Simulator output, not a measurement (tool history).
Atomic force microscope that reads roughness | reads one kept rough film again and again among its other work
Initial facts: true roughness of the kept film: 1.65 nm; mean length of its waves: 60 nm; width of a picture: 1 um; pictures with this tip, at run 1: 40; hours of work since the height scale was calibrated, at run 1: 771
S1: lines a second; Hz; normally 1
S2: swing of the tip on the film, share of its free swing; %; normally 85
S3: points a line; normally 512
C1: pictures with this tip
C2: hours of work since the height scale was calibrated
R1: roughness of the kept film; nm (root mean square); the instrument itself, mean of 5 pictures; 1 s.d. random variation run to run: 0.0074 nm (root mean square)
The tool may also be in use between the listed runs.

Run 1, day 0: usual settings; C1 40; C2 771. Result: R1 1.529 nm (root mean square).
Run 2, day 1.938: usual settings but S2 86 %; C1 73; C2 792. Result: R1 1.515 nm (root mean square).
Run 3, day 4.946: usual settings but S2 86 %; C1 125; C2 824. Result: R1 1.511 nm (root mean square).
Run 4, day 7.221: usual settings but S2 86 %; C1 165; C2 848. Result: R1 1.505 nm (root mean square).
Run 5, day 9.579: usual settings but S2 86 %; C1 205; C2 873. Result: R1 1.483 nm (root mean square).
Run 6, day 12.638: usual settings but S2 86 %; C1 258; C2 905. Result: R1 1.479 nm (root mean square).
At day 14.492: new tip fitted.
Run 7, day 14.983: usual settings but S2 86 %; C1 8; C2 930. Result: R1 1.527 nm (root mean square).
Run 8, day 17.938: usual settings but S3 291; C1 59; C2 961. Result: R1 1.515 nm (root mean square).
Run 9, day 19.279: usual settings; C1 82; C2 976. Result: R1 1.514 nm (root mean square).
Run 10, day 21.133: usual settings but S1 1.39 Hz; C1 115; C2 995. Result: R1 1.482 nm (root mean square).
Run 11, day 22.658: usual settings but S1 1.39 Hz; C1 141; C2 1012. Result: R1 1.471 nm (root mean square).
Run 12, day 25.388: usual settings but S1 1.39 Hz; C1 188; C2 1040. Result: R1 1.463 nm (root mean square).
Run 13, day 28.146: usual settings but S1 1.39 Hz; C1 236; C2 1070. Result: R1 1.464 nm (root mean square).
Run 14, day 30.879: usual settings but S1 1.39 Hz; C1 283; C2 1099. Result: R1 1.442 nm (root mean square).
At day 31.279: new tip fitted.
Run 15, day 33.154: usual settings but S3 410; C1 33; C2 1123. Result: R1 1.502 nm (root mean square).
Run 16, day 34.617: usual settings but S3 410; C1 58; C2 1138. Result: R1 1.502 nm (root mean square).
Run 17, day 36.333: usual settings but S2 56 %; C1 88; C2 1156. Result: R1 1.57 nm (root mean square).
Run 18, day 38.117: usual settings; C1 118; C2 1175. Result: R1 1.499 nm (root mean square).
Run 19, day 39.596: usual settings; C1 144; C2 1191. Result: R1 1.487 nm (root mean square).
Run 20, day 41.025: usual settings; C1 169; C2 1206. Result: R1 1.496 nm (root mean square).
Run 21, day 43.979: usual settings but S1 2.69 Hz; C1 220; C2 1238. Result: R1 1.359 nm (root mean square).
Run 22, day 46.3: usual settings but S1 2.69 Hz; C1 260; C2 1262. Result: R1 1.356 nm (root mean square).
At day 48.004: new tip fitted.
Run 23, day 48.008: usual settings but S1 2.69 Hz; C1 0; C2 1280. Result: R1 1.39 nm (root mean square).
Run 24, day 50.671: usual settings; C1 46; C2 1308. Result: R1 1.504 nm (root mean square).
Run 25, day 52.375: usual settings but S1 2.63 Hz; C1 75; C2 1326. Result: R1 1.396 nm (root mean square).
Run 26, day 54.492: usual settings but S2 65 %; C1 112; C2 1349. Result: R1 1.543 nm (root mean square).
Run 27, day 57.108: usual settings but S2 65 %; C1 157; C2 1377. Result: R1 1.544 nm (root mean square).
Run 28, day 60.121: usual settings but S1 2.28 Hz, S2 84 %; C1 209; C2 1409. Result: R1 1.393 nm (root mean square).
At day 61.433: height scale calibrated on a step standard.
Run 29, day 61.858: usual settings but S1 1.04 Hz, S2 78 %, S3 517; C1 238; C2 4. Result: R1 1.537 nm (root mean square).
Run 30, day 63.404: usual settings but S1 0.95 Hz, S2 67 %, S3 930; C1 265; C2 21. Result: R1 1.569 nm (root mean square).
At day 64.9: new tip fitted.
Run 31, day 65.604: usual settings but S1 0.95 Hz, S2 67 %, S3 930; C1 12; C2 44. Result: R1 1.596 nm (root mean square).
Run 32, day 67.025: usual settings but S3 458; C1 36; C2 59. Result: R1 1.543 nm (root mean square).
Run 33, day 69.504: usual settings but S2 65 %, S3 714; C1 79; C2 85. Result: R1 1.591 nm (root mean square).
Run 34, day 72.354: usual settings but S1 1.33 Hz, S3 363; C1 128; C2 116. Result: R1 1.489 nm (root mean square).
Run 35, day 74.183: usual settings but S1 1.22 Hz, S2 83 %, S3 343; C1 160; C2 135. Result: R1 1.512 nm (root mean square).
Run 36, day 77.258: usual settings but S1 2.43 Hz, S2 67 %, S3 343; C1 213; C2 168. Result: R1 1.526 nm (root mean square).
Run 37, day 79.046: usual settings but S1 2.43 Hz, S2 67 %, S3 343; C1 244; C2 187. Result: R1 1.524 nm (root mean square).
Run 38, day 81.025: usual settings but S1 0.53 Hz, S2 67 %, S3 343; C1 278; C2 208. Result: R1 1.558 nm (root mean square).
At day 81.662: new tip fitted.
Run 39, day 83.379: usual settings but S1 1.03 Hz, S2 87 %, S3 289; C1 29; C2 232. Result: R1 1.529 nm (root mean square).
Run 40, day 85.8: usual settings but S1 1.03 Hz, S2 87 %, S3 289; C1 71; C2 258. Result: R1 1.518 nm (root mean square).
Run 41, day 87.883: usual settings but S1 1.03 Hz, S2 87 %, S3 289; C1 107; C2 280. Result: R1 1.496 nm (root mean square).
Run 42, day 90.121: usual settings but S1 1.03 Hz, S2 63 %, S3 978; C1 146; C2 304. Result: R1 1.578 nm (root mean square).
Run 43, day 92.733: usual settings but S1 0.53 Hz; C1 191; C2 332. Result: R1 1.545 nm (root mean square).
Run 44, day 94.379: usual settings but S2 55 %, S3 980; C1 219; C2 349. Result: R1 1.575 nm (root mean square).
Run 45, day 97.279: usual settings but S2 68 %, S3 469; C1 269; C2 380. Result: R1 1.534 nm (root mean square).
At day 98.417: new tip fitted.
Run 46, day 99.321: usual settings but S2 68 %, S3 469; C1 15; C2 401. Result: R1 1.579 nm (root mean square).
Run 47, day 100.908: usual settings but S2 65 %, S3 1011; C1 43; C2 418. Result: R1 1.587 nm (root mean square).
Run 48, day 103.304: usual settings but S1 3.65 Hz, S3 374; C1 84; C2 444. Result: R1 1.343 nm (root mean square).
Run 49, day 106.321: usual settings but S1 1.42 Hz, S3 529; C1 136; C2 476. Result: R1 1.479 nm (root mean square).
Run 50, day 108.962: usual settings but S1 1.92 Hz, S2 71 %, S3 772; C1 182; C2 504. Result: R1 1.499 nm (root mean square).

What will run 51 give?
Run 51, day 110.267: usual settings but S1 3.34 Hz, S2 63 %, S3 558; C1 204; C2 518. Result: R1 ?.

Run 51 gave R1 1.51 nm (root mean square).
Had the tool carried no hidden state, the very same run would have given R1 1.56 nm (root mean square).

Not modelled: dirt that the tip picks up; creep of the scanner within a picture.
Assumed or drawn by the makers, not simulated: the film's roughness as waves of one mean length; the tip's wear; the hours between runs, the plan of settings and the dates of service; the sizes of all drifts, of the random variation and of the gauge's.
